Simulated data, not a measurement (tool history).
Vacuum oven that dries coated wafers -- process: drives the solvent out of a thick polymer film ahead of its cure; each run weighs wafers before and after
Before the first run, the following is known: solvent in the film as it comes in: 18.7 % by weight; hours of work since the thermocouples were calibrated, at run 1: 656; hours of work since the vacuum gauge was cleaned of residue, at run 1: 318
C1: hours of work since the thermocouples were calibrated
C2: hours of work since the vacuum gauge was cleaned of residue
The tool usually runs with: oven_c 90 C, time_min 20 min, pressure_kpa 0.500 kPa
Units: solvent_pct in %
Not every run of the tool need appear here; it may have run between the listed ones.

Run 1, day 0.000: usual settings; C1 656; C2 318. Result: solvent_pct 2.00 %.
Run 2, day 1.133: usual settings but time_min 24 min; C1 675; C2 336. Result: solvent_pct 1.43 %.
Run 3, day 2.400: usual settings but time_min 24 min; C1 696; C2 357. Result: solvent_pct 1.49 %.
Run 4, day 3.679: usual settings but pressure_kpa 0.742 kPa; C1 717; C2 378. Result: solvent_pct 2.10 %.
Run 5, day 4.329: usual settings but pressure_kpa 0.742 kPa; C1 727; C2 389. Result: solvent_pct 2.27 %.
Run 6, day 5.508: usual settings but time_min 22 min; C1 746; C2 408. Result: solvent_pct 1.67 %.
Run 7, day 6.333: usual settings; C1 760; C2 421. Result: solvent_pct 1.99 %.
Run 8, day 7.146: usual settings; C1 773; C2 435. Result: solvent_pct 1.98 %.
Run 9, day 7.717: usual settings; C1 783; C2 444. Result: solvent_pct 2.11 %.
Run 10, day 8.388: usual settings; C1 794; C2 455. Result: solvent_pct 2.07 %.
Run 11, day 9.367: usual settings; C1 810; C2 471. Result: solvent_pct 2.03 %.
Run 12, day 10.679: usual settings but pressure_kpa 0.563 kPa; C1 831; C2 493. Result: solvent_pct 2.08 %.
Run 13, day 11.779: usual settings; C1 849; C2 511. Result: solvent_pct 2.03 %.
Run 14, day 12.612: usual settings; C1 863; C2 524. Result: solvent_pct 1.99 %.
Run 15, day 13.350: usual settings; C1 875; C2 536. Result: solvent_pct 2.01 %.
Run 16, day 14.208: usual settings but pressure_kpa 0.855 kPa; C1 889; C2 550. Result: solvent_pct 2.34 %.
Run 17, day 15.325: usual settings but pressure_kpa 0.855 kPa; C1 907; C2 569. Result: solvent_pct 2.43 %.
Run 18, day 16.579: usual settings but pressure_kpa 0.855 kPa; C1 928; C2 589. Result: solvent_pct 2.48 %.
Run 19, day 17.804: usual settings; C1 948; C2 609. Result: solvent_pct 2.11 %.
Run 20, day 18.775: usual settings but pressure_kpa 0.568 kPa; C1 964; C2 625. Result: solvent_pct 2.16 %.
Run 21, day 19.542: usual settings but time_min 19 min; C1 976; C2 638. Result: solvent_pct 2.33 %.
Run 22, day 20.908: usual settings but oven_c 91 C, time_min 16 min; C1 998; C2 660. Result: solvent_pct 2.80 %.
Run 23, day 21.754: usual settings but time_min 14 min, pressure_kpa 1.467 kPa; C1 1012; C2 674. Result: solvent_pct 4.34 %.
Run 24, day 22.342: usual settings but oven_c 102 C, time_min 33 min, pressure_kpa 0.464 kPa; C1 1022; C2 683. Result: solvent_pct 0.43 %.
Run 25, day 22.954: usual settings but oven_c 82 C; C1 1032; C2 693. Result: solvent_pct 4.29 %.
Run 26, day 24.012: usual settings but oven_c 82 C; C1 1049; C2 711. Result: solvent_pct 4.33 %.
Run 27, day 25.192: usual settings but oven_c 82 C; C1 1069; C2 730. Result: solvent_pct 4.16 %.
At day 25.329: vacuum gauge cleaned of residue and calibrated.
Run 28, day 25.817: usual settings but oven_c 82 C; C1 1078; C2 8. Result: solvent_pct 4.31 %.
Run 29, day 27.158: usual settings but oven_c 77 C, time_min 12 min; C1 1100; C2 30. Result: solvent_pct 8.70 %.
Run 30, day 28.242: usual settings but oven_c 104 C; C1 1117; C2 48. Result: solvent_pct 0.58 %.
Run 31, day 29.592: usual settings but time_min 36 min; C1 1140; C2 70. Result: solvent_pct 0.91 %.
Run 32, day 30.629: usual settings but time_min 26 min; C1 1157; C2 87. Result: solvent_pct 1.46 %.
Run 33, day 31.858: usual settings but time_min 22 min, pressure_kpa 0.343 kPa; C1 1177; C2 107. Result: solvent_pct 1.76 %.
At day 32.546: vacuum gauge cleaned of residue and calibrated, once more.
Run 34, day 33.129: usual settings but time_min 22 min, pressure_kpa 0.343 kPa; C1 1196; C2 10. Result: solvent_pct 1.62 %.
Run 35, day 34.346: usual settings but oven_c 97 C, time_min 21 min, pressure_kpa 1.419 kPa; C1 1216; C2 29. Result: solvent_pct 1.46 %.
Run 36, day 35.554: usual settings but time_min 28 min; C1 1236; C2 49. Result: solvent_pct 1.18 %.
Run 37, day 36.404: usual settings but time_min 28 min; C1 1250; C2 63. Result: solvent_pct 1.14 %.
Run 38, day 37.479: usual settings but time_min 28 min; C1 1268; C2 81. Result: solvent_pct 1.25 %.
Run 39, day 38.262: usual settings but time_min 28 min; C1 1280; C2 94. Result: solvent_pct 1.14 %.
Run 40, day 39.546: usual settings but pressure_kpa 1.020 kPa; C1 1301; C2 115. Result: solvent_pct 2.59 %.
Run 41, day 40.871: usual settings but oven_c 77 C, pressure_kpa 0.364 kPa; C1 1323; C2 136. Result: solvent_pct 5.75 %.
Run 42, day 41.642: usual settings but oven_c 99 C, time_min 22 min, pressure_kpa 0.991 kPa; C1 1336; C2 149. Result: solvent_pct 0.88 %.

Below are 4 alternative next runs, each starting from the tool's condition after run 42. Predict each:
Run A, day 42.875: usual settings but time_min 23 min; C1 1356; C2 169. Result: solvent_pct ?.
Run B, day 42.875: usual settings but oven_c 87 C, time_min 19 min, pressure_kpa 0.558 kPa; C1 1356; C2 169. Result: solvent_pct ?.
Run C, day 42.875: usual settings but oven_c 91 C, time_min 22 min, pressure_kpa 0.437 kPa; C1 1356; C2 169. Result: solvent_pct ?.
Run D, day 42.875: usual settings but oven_c 100 C, pressure_kpa 0.748 kPa; C1 1356; C2 169. Result: solvent_pct ?.

run  solvent_pct
  A         1.77
  B         3.16
  C         1.52
  D         0.82
What these runs would have given with no unlogged condition in the tool:
run  solvent_pct
  A         1.47
  B         2.73
  C         1.23
  D         0.67
